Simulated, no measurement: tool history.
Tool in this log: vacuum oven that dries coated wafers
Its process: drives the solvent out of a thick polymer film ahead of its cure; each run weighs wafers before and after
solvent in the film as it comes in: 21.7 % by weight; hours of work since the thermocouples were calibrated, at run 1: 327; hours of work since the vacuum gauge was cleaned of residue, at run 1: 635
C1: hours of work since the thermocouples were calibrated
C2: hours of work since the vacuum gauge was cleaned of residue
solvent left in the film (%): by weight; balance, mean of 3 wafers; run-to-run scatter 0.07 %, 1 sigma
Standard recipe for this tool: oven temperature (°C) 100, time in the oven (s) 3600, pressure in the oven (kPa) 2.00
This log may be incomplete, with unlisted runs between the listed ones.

Run 1, day 0.000: usual settings; C1 327; C2 635. Result: solvent left in the film (%) 5.34.
Run 2, day 4.083: usual settings; C1 402; C2 709. Result: solvent left in the film (%) 5.38.
Run 3, day 8.212: usual settings; C1 477; C2 784. Result: solvent left in the film (%) 5.56.
Run 4, day 12.242: usual settings but pressure in the oven (kPa) 2.14; C1 550; C2 858. Result: solvent left in the film (%) 5.60.
Run 5, day 15.492: usual settings but pressure in the oven (kPa) 2.14; C1 610; C2 917. Result: solvent left in the film (%) 5.71.
Run 6, day 19.012: usual settings but pressure in the oven (kPa) 2.14; C1 674; C2 981. Result: solvent left in the film (%) 5.95.
Run 7, day 23.062: usual settings but time in the oven (s) 4740, pressure in the oven (kPa) 2.14; C1 748; C2 1055. Result: solvent left in the film (%) 4.59.
At day 23.446: vacuum gauge cleaned of residue and calibrated.
At day 25.433: oven's thermocouples calibrated.
Run 8, day 26.396: usual settings but time in the oven (s) 4740, pressure in the oven (kPa) 2.14; C1 17; C2 52. Result: solvent left in the film (%) 4.45.
Run 9, day 29.679: usual settings but time in the oven (s) 4740, pressure in the oven (kPa) 2.14; C1 77; C2 112. Result: solvent left in the film (%) 4.63.
Run 10, day 33.742: usual settings but time in the oven (s) 4740, pressure in the oven (kPa) 2.14; C1 151; C2 186. Result: solvent left in the film (%) 4.53.
Run 11, day 36.525: usual settings but time in the oven (s) 4740, pressure in the oven (kPa) 2.14; C1 202; C2 237. Result: solvent left in the film (%) 4.58.
Run 12, day 40.375: usual settings but time in the oven (s) 4740, pressure in the oven (kPa) 7.92; C1 272; C2 307. Result: solvent left in the film (%) 9.77.
Run 13, day 43.879: usual settings but time in the oven (s) 2280, pressure in the oven (kPa) 1.49; C1 336; C2 371. Result: solvent left in the film (%) 7.90.
Run 14, day 46.050: usual settings but oven temperature (°C) 90, pressure in the oven (kPa) 7.63; C1 376; C2 411. Result: solvent left in the film (%) 14.74.
Run 15, day 50.258: usual settings but oven temperature (°C) 87, pressure in the oven (kPa) 3.00; C1 453; C2 488. Result: solvent left in the film (%) 10.98.

For each run, the measured value with the value that run would have given without the tool's hidden condition subtracted. The run-to-run variation is shared by both, the gauge scatter possibly not:
The tool's hidden condition here consists of: true wafer temperature over the reading, C; true pressure over the reading, kPa; drift of the gauge itself on solvent_pct, %.
run  solvent left in the film (%)
  1                         +0.58
  2                         +0.63
  3                         +0.69
  4                         +0.75
  5                         +0.80
  6                         +0.87
  7                         +0.87
  8                         +0.68
  9                         +0.73
 10                         +0.77
 11                         +0.81
 12                         +0.97
 13                         +0.82
 14                         +1.27
 15                         +1.30

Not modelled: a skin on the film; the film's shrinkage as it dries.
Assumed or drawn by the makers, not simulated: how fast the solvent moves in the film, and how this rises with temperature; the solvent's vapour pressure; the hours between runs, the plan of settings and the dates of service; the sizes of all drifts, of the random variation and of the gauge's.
